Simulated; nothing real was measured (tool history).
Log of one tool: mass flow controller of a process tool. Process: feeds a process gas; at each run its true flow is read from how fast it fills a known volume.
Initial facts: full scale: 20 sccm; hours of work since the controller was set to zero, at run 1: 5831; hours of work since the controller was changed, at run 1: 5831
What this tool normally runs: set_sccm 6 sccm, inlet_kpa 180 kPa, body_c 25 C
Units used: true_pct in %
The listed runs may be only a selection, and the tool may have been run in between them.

run    hour  set_sccm  inlet_kpa  body_c  hours of work since the controller was set to zero  hours of work since the controller was changed  true_pct
  1     0.0         6        180      25                                                5831                                            5831     95.86
  2   396.4         6        180      25                                                5953                                            5953     95.93
  3   669.6         6        180      31                                                6037                                            6037     95.26
  4  1013.7         6        180      25                                                6144                                            6144     95.70
  5  1355.2         6        180      25                                                6249                                            6249     95.67
  6  1561.9         3        180      25                                                6313                                            6313     93.42
  7  1987.1         3        180      25                                                6444                                            6444     93.15
  8  2356.7         3        180      25                                                6558                                            6558     93.17
  9  2548.5         3        180      25                                                6617                                            6617     92.91
 10  2753.3         3        180      22                                                6681                                            6681     93.32
 11  3035.2         3        180      22                                                6768                                            6768     93.19
 12  3388.5         3        180      22                                                6877                                            6877     93.20
 13  3644.0         6        180      27                                                6955                                            6955     95.10
 14  3924.6         3        180      33                                                7042                                            7042     91.94
 15  4235.5        18        232      25                                                7138                                            7138     96.95
 16  4685.5        18        232      25                                                7277                                            7277     96.94
 17  4893.5        18        232      25                                                7341                                            7341     96.81
 18  5215.4         7        255      25                                                7440                                            7440     95.13
 19  5454.3         5        141      30                                                7514                                            7514     94.11
 20  5678.6         3        207      34                                                7583                                            7583     91.03
 21  5913.4         3        207      34                                                7656                                            7656     91.05
 22  6358.9         3        180      25                                                7793                                            7793     91.96
 23  6752.8         3        180      25                                                7915                                            7915     91.82

Consider 4 possible next runs. They are alternatives, not a sequence: every one starts from the tool as it was left by run 23. What does each give?
  A  7037.8         6        168      25                                                8003                                            8003         ?
  B  7037.8         7        180      36                                                8003                                            8003         ?
  C  7037.8         9        155      25                                                8003                                            8003         ?
  D  7037.8         6        180      38                                                8003                                            8003         ?

run  true_pct
  A     94.74
  B     94.17
  C     95.75
  D     93.51
Take away the tool's hidden state, keep each run's random variation, and the runs would have read:
run  true_pct
  A     99.75
  B     98.77
  C     99.79
  D     98.52
